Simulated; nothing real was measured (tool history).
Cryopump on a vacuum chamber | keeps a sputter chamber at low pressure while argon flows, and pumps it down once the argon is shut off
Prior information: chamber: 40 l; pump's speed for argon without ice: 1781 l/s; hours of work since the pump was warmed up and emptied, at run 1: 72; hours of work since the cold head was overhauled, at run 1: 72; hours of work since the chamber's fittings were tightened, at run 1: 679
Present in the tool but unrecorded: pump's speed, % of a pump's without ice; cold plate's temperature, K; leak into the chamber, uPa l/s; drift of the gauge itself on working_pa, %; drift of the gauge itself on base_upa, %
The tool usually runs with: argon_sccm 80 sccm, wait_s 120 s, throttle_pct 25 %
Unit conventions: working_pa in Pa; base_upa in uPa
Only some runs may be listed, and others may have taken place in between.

| run | hour | argon_sccm | wait_s | throttle_pct | hours of work since the pump was warmed up and emptied | hours of work since the cold head was overhauled | hours of work since the chamber's fittings were tightened | working_pa | base_upa |
|---|---|---|---|---|---|---|---|---|---|
| 1 | 0.0 | 80 | 120 | 25 | 72 | 72 | 679 | 0.3076 | 0.74 |
| 2 | 42.2 | 80 | 120 | 25 | 95 | 95 | 703 | 0.3076 | 0.71 |
| 3 | 89.6 | 80 | 120 | 25 | 121 | 121 | 729 | 0.3107 | 0.72 |
| 4 | 113.9 | 80 | 120 | 25 | 135 | 135 | 743 | 0.3065 | 0.74 |
| 5 | 168.0 | 80 | 120 | 25 | 165 | 165 | 773 | 0.3087 | 0.76 |
| 6 | 199.2 | 80 | 120 | 25 | 182 | 182 | 790 | 0.3119 | 0.77 |
| 7 | 256.1 | 80 | 120 | 25 | 214 | 214 | 821 | 0.3103 | 0.78 |
| 8 | 295.1 | 80 | 120 | 25 | 235 | 235 | 843 | 0.3110 | 0.79 |
| 9 | 319.2 | 80 | 120 | 25 | 249 | 249 | 856 | 0.3134 | 0.80 |
| 10 | 350.3 | 80 | 120 | 25 | 266 | 266 | 874 | 0.3127 | 0.81 |
| 11 | 409.0 | 80 | 120 | 25 | 298 | 298 | 906 | 0.3158 | 0.79 |
| 12 | 440.3 | 80 | 120 | 25 | 316 | 316 | 924 | 0.3137 | 0.81 |
| 13 | 468.8 | 80 | 54 | 25 | 332 | 332 | 939 | 0.3153 | 1.30 |
| 14 | 505.4 | 80 | 54 | 25 | 352 | 352 | 960 | 0.3163 | 1.28 |
| 15 | 541.4 | 80 | 54 | 25 | 372 | 372 | 980 | 0.3173 | 1.30 |
| 16 | 568.9 | 80 | 54 | 25 | 387 | 387 | 995 | 0.3183 | 1.34 |
| 17 | 607.5 | 80 | 54 | 25 | 409 | 409 | 1016 | 0.3188 | 1.30 |
| 18 | 664.7 | 80 | 120 | 18 | 440 | 440 | 1048 | 0.4347 | 0.88 |
| 19 | 700.2 | 57 | 105 | 22 | 460 | 460 | 1068 | 0.2585 | 0.92 |
| 20 | 744.1 | 80 | 120 | 18 | 484 | 484 | 1092 | 0.4380 | 0.86 |
| 21 | 783.9 | 80 | 120 | 51 | 506 | 506 | 1114 | 0.1675 | 0.87 |
| 22 | 832.5 | 110 | 24 | 55 | 533 | 533 | 1141 | 0.2141 | 2.43 |
| 23 | 866.1 | 128 | 120 | 55 | 552 | 552 | 1160 | 0.2533 | 0.91 |
| 24 | 897.5 | 73 | 129 | 36 | 569 | 569 | 1177 | 0.2126 | 0.87 |
| 25 | 934.6 | 53 | 129 | 39 | 590 | 590 | 1198 | 0.1432 | 0.89 |
| 26 | 971.6 | 148 | 129 | 35 | 611 | 611 | 1218 | 0.4450 | 0.92 |
| 27 | 1017.2 | 143 | 25 | 40 | 636 | 636 | 1244 | 0.3842 | 2.40 |
| 28 | 1074.3 | 99 | 263 | 25 | 668 | 668 | 1275 | 0.4056 | 0.78 |
| 29 | 1121.1 | 36 | 282 | 28 | 693 | 693 | 1301 | 0.1352 | 0.77 |
| 30 | 1153.3 | 97 | 282 | 28 | 711 | 711 | 1319 | 0.3607 | 0.80 |
| 31 | 1207.2 | 97 | 282 | 28 | 741 | 741 | 1349 | 0.3650 | 0.78 |
|  | 1235.3 | leaking fittings of the chamber tightened, without venting |
| 32 | 1236.2 | 80 | 84 | 37 | 756 | 756 | 0 | 0.2368 | 0.81 |
| 33 | 1270.1 | 80 | 187 | 21 | 775 | 775 | 19 | 0.3932 | 0.51 |
| 34 | 1308.8 | 34 | 120 | 25 | 796 | 796 | 41 | 0.1437 | 0.64 |
| 35 | 1360.5 | 58 | 210 | 25 | 825 | 825 | 69 | 0.2450 | 0.49 |

Measured minus without-hidden-state, run by run (identical run-to-run variation in each term; gauge scatter may differ):
| run | working_pa | base_upa |
|---|---|---|
| 1 | +0.0031 | +0.19 |
| 2 | +0.0037 | +0.18 |
| 3 | +0.0046 | +0.20 |
| 4 | +0.0049 | +0.21 |
| 5 | +0.0059 | +0.22 |
| 6 | +0.0066 | +0.22 |
| 7 | +0.0075 | +0.23 |
| 8 | +0.0083 | +0.24 |
| 9 | +0.0088 | +0.25 |
| 10 | +0.0093 | +0.26 |
| 11 | +0.0104 | +0.25 |
| 12 | +0.0110 | +0.27 |
| 13 | +0.0115 | +0.28 |
| 14 | +0.0122 | +0.28 |
| 15 | +0.0129 | +0.29 |
| 16 | +0.0136 | +0.30 |
| 17 | +0.0142 | +0.30 |
| 18 | +0.0153 | +0.32 |
| 19 | +0.0117 | +0.33 |
| 20 | +0.0172 | +0.33 |
| 21 | +0.0181 | +0.35 |
| 22 | +0.0263 | +0.36 |
| 23 | +0.0323 | +0.37 |
| 24 | +0.0192 | +0.37 |
| 25 | +0.0146 | +0.38 |
| 26 | +0.0424 | +0.40 |
| 27 | +0.0432 | +0.42 |
| 28 | +0.0315 | +0.43 |
| 29 | +0.0121 | +0.43 |
| 30 | +0.0335 | +0.45 |
| 31 | +0.0356 | +0.46 |
| 32 | +0.0303 | +0.07 |
| 33 | +0.0311 | +0.08 |
| 34 | +0.0137 | +0.09 |
| 35 | +0.0245 | +0.10 |
